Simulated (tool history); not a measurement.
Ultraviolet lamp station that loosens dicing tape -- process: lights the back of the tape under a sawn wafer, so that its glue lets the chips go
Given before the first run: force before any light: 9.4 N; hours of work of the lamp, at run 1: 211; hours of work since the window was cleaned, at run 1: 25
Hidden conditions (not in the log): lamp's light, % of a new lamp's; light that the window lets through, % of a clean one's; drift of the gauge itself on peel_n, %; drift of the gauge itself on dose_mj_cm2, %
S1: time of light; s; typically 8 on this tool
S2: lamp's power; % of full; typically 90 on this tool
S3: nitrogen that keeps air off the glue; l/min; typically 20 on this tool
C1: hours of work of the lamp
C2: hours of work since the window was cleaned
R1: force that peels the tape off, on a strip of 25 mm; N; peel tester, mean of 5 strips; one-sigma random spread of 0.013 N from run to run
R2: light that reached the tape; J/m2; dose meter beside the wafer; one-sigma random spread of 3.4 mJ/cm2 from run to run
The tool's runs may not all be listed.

Run 1, hour 0.0: usual settings; C1 211; C2 25. Result: R1 0.679 N, R2 5180 J/m2.
Run 2, hour 12.8: usual settings; C1 216; C2 30. Result: R1 0.664 N, R2 5170 J/m2.
Run 3, hour 26.3: usual settings; C1 221; C2 36. Result: R1 0.692 N, R2 5140 J/m2.
Run 4, hour 40.3: usual settings; C1 227; C2 42. Result: R1 0.679 N, R2 5010 J/m2.
Run 5, hour 53.9: usual settings; C1 233; C2 47. Result: R1 0.679 N, R2 5090 J/m2.
Run 6, hour 64.2: usual settings but S1 5 s; C1 237; C2 51. Result: R1 1.768 N, R2 3170 J/m2.
Run 7, hour 74.4: usual settings but S1 6 s; C1 241; C2 55. Result: R1 1.269 N, R2 3750 J/m2.
Run 8, hour 90.5: usual settings but S1 6 s; C1 247; C2 62. Result: R1 1.281 N, R2 3830 J/m2.
Run 9, hour 107.7: usual settings but S1 6 s; C1 255; C2 69. Result: R1 1.278 N, R2 3770 J/m2.
Run 10, hour 115.9: usual settings but S1 11 s; C1 258; C2 72. Result: R1 0.340 N, R2 7000 J/m2.
Run 11, hour 134.1: usual settings but S1 11 s; C1 265; C2 80. Result: R1 0.337 N, R2 6820 J/m2.
Run 12, hour 144.8: usual settings but S3 17 l/min; C1 270; C2 84. Result: R1 0.854 N, R2 4950 J/m2.
Run 13, hour 159.4: usual settings; C1 276; C2 90. Result: R1 0.746 N, R2 4970 J/m2.
Run 14, hour 169.3: usual settings; C1 280; C2 94. Result: R1 0.733 N, R2 4990 J/m2.
Run 15, hour 178.5: usual settings; C1 283; C2 98. Result: R1 0.736 N, R2 4970 J/m2.
Run 16, hour 193.1: usual settings; C1 289; C2 104. Result: R1 0.740 N, R2 4930 J/m2.
Run 17, hour 203.4: usual settings; C1 294; C2 108. Result: R1 0.752 N, R2 4950 J/m2.
Run 18, hour 217.4: usual settings; C1 299; C2 114. Result: R1 0.744 N, R2 4950 J/m2.
Run 19, hour 231.2: usual settings; C1 305; C2 119. Result: R1 0.757 N, R2 4870 J/m2.
Run 20, hour 241.8: usual settings; C1 309; C2 124. Result: R1 0.777 N, R2 4890 J/m2.
Run 21, hour 256.2: usual settings; C1 315; C2 130. Result: R1 0.749 N, R2 4870 J/m2.
Run 22, hour 270.7: usual settings but S1 13 s, S2 81 % of full, S3 10 l/min; C1 321; C2 136. Result: R1 0.655 N, R2 7080 J/m2.
Run 23, hour 285.7: usual settings but S1 6 s, S2 64 % of full, S3 10 l/min; C1 327; C2 142. Result: R1 3.289 N, R2 2550 J/m2.
Run 24, hour 294.6: usual settings but S2 70 % of full, S3 36 l/min; C1 331; C2 145. Result: R1 0.834 N, R2 3810 J/m2.
Run 25, hour 308.9: usual settings but S2 70 % of full, S3 36 l/min; C1 337; C2 151. Result: R1 0.831 N, R2 3710 J/m2.
Run 26, hour 317.0: usual settings but S2 70 % of full, S3 36 l/min; C1 340; C2 154. Result: R1 0.882 N, R2 3760 J/m2.
Run 27, hour 329.0: usual settings but S2 70 % of full, S3 36 l/min; C1 345; C2 159. Result: R1 0.865 N, R2 3690 J/m2.
Run 28, hour 344.3: usual settings but S2 71 % of full, S3 16 l/min; C1 351; C2 166. Result: R1 1.505 N, R2 3770 J/m2.
Run 29, hour 362.1: usual settings but S1 5 s, S2 63 % of full, S3 16 l/min; C1 358; C2 173. Result: R1 3.430 N, R2 2060 J/m2.
Run 30, hour 379.7: usual settings but S1 5 s, S2 63 % of full, S3 16 l/min; C1 366; C2 180. Result: R1 3.575 N, R2 2090 J/m2.
Run 31, hour 390.7: usual settings but S1 5 s, S2 63 % of full, S3 16 l/min; C1 370; C2 185. Result: R1 3.446 N, R2 2050 J/m2.
Run 32, hour 401.7: usual settings but S1 9 s, S2 75 % of full, S3 36 l/min; C1 375; C2 189. Result: R1 0.589 N, R2 4470 J/m2.
Run 33, hour 418.1: usual settings but S1 11 s, S2 75 % of full, S3 36 l/min; C1 381; C2 196. Result: R1 0.362 N, R2 5370 J/m2.
Run 34, hour 434.6: usual settings but S1 11 s, S2 75 % of full, S3 36 l/min; C1 388; C2 202. Result: R1 0.374 N, R2 5360 J/m2.
Run 35, hour 447.4: usual settings but S2 70 % of full, S3 17 l/min; C1 393; C2 208. Result: R1 1.594 N, R2 3580 J/m2.

Hidden state or all else? Some run-to-run changes of R1, split into what the settings, what came in and random variation would give without the hidden state, and what is left for the hidden state (with any gauge scatter that isn't in both results):
Run 22 -> 23: S1 13 -> 6, S2 81 -> 64. R1 +2.634 N: hidden state +0.244, all else +2.390.
Run 23 -> 24: S1 6 -> 8, S2 64 -> 70, S3 10 -> 36. R1 -2.455 N: hidden state -0.200, all else -2.255.
Run 31 -> 32: S1 5 -> 9, S2 63 -> 75, S3 16 -> 36. R1 -2.857 N: hidden state -0.318, all else -2.539.
Run 34 -> 35: S1 11 -> 8, S2 75 -> 70, S3 36 -> 17. R1 +1.220 N: hidden state +0.287, all else +0.933.

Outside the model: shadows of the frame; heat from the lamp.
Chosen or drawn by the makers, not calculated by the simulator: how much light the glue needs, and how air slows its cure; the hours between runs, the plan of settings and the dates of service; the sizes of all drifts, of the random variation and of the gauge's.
